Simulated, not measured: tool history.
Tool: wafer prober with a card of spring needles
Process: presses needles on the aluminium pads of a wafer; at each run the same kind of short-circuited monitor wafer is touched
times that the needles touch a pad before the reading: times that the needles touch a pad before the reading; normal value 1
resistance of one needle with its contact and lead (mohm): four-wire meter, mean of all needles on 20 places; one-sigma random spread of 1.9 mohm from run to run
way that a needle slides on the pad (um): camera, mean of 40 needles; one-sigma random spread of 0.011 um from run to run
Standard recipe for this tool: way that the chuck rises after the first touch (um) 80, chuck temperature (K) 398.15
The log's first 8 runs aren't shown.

run	day	way that the chuck rises after the first touch (um)	chuck temperature (K)	times that the needles touch a pad before the reading	resistance of one needle with its contact and lead (mohm)	way that a needle slides on the pad (um)
# day 7.988: tips cleaned on abrasive film
9	8.138	88	398.15	1	232	12.53
# day 8.700: tips cleaned on abrasive film
10	8.821	88	398.15	1	229	12.52
# day 9.442: tips cleaned on abrasive film
11	9.608	88	398.15	1	243	12.49
# day 10.158: tips cleaned on abrasive film
# day 10.871: tips cleaned on abrasive film
12	10.892	88	398.15	1	216	12.47
# day 11.521: tips cleaned on abrasive film
# day 11.842: height of the first contact set anew
# day 12.175: tips cleaned on abrasive film
13	12.346	88	398.15	1	231	12.51
# day 12.892: tips cleaned on abrasive film
# day 13.596: tips cleaned on abrasive film
14	13.688	80	316.15	1	219	11.36
# day 14.229: tips cleaned on abrasive film
15	14.517	80	316.15	1	252	11.37
# day 14.938: tips cleaned on abrasive film
# day 15.608: tips cleaned on abrasive film
16	15.908	80	331.15	3	212	11.34
# day 16.283: tips cleaned on abrasive film
# day 16.921: tips cleaned on abrasive film
17	17.225	80	398.15	2	241	11.31
# day 17.308: height of the first contact set anew
# day 17.629: tips cleaned on abrasive film
18	18.092	62	313.15	1	338	8.83
# day 18.333: tips cleaned on abrasive film
# day 19.033: tips cleaned on abrasive film
19	19.496	62	313.15	2	280	8.82
# day 19.700: tips cleaned on abrasive film
20	20.129	62	360.15	2	277	8.80
# day 20.350: tips cleaned on abrasive film
# day 21.088: tips cleaned on abrasive film
21	21.138	80	398.15	1	228	11.34
# day 21.742: tips cleaned on abrasive film
# day 22.454: tips cleaned on abrasive film
22	22.521	70	301.15	2	210	9.87
# day 22.788: height of the first contact set anew
# day 23.146: tips cleaned on abrasive film
23	23.433	70	301.15	2	241	9.98
# day 23.825: tips cleaned on abrasive film
# day 24.471: tips cleaned on abrasive film
24	24.667	70	301.15	2	224	9.94
# day 25.171: tips cleaned on abrasive film
# day 25.858: tips cleaned on abrasive film
25	26.062	94	355.15	2	219	13.35
# day 26.504: tips cleaned on abrasive film
26	26.746	85	306.15	2	222	12.05
# day 27.183: tips cleaned on abrasive film
27	27.725	85	349.15	3	222	12.03
# day 27.821: tips cleaned on abrasive film
# day 28.342: height of the first contact set anew
# day 28.529: tips cleaned on abrasive film
28	29.021	85	349.15	2	248	12.11
# day 29.208: tips cleaned on abrasive film
# day 29.879: tips cleaned on abrasive film
29	29.879	85	349.15	2	196	12.09
30	30.462	85	349.15	2	248	12.09

Here are 3 independent what-if runs from the current tool condition. What would each one return?
# day 30.575: tips cleaned on abrasive film
# day 31.212: tips cleaned on abrasive film
A	31.821	80	349.15	2	?	?
# day 30.575: tips cleaned on abrasive film
# day 31.212: tips cleaned on abrasive film
B	31.821	82	299.15	2	?	?
# day 30.575: tips cleaned on abrasive film
# day 31.212: tips cleaned on abrasive film
C	31.821	85	346.15	2	?	?

run	resistance of one needle with its contact and lead (mohm)	way that a needle slides on the pad (um)
A	256	11.35
B	246	11.64
C	245	12.04
With the hidden condition removed and each run's random variation left untouched, the same runs would have given:
run	resistance of one needle with its contact and lead (mohm)	way that a needle slides on the pad (um)
A	191	11.42
B	180	11.70
C	186	12.11

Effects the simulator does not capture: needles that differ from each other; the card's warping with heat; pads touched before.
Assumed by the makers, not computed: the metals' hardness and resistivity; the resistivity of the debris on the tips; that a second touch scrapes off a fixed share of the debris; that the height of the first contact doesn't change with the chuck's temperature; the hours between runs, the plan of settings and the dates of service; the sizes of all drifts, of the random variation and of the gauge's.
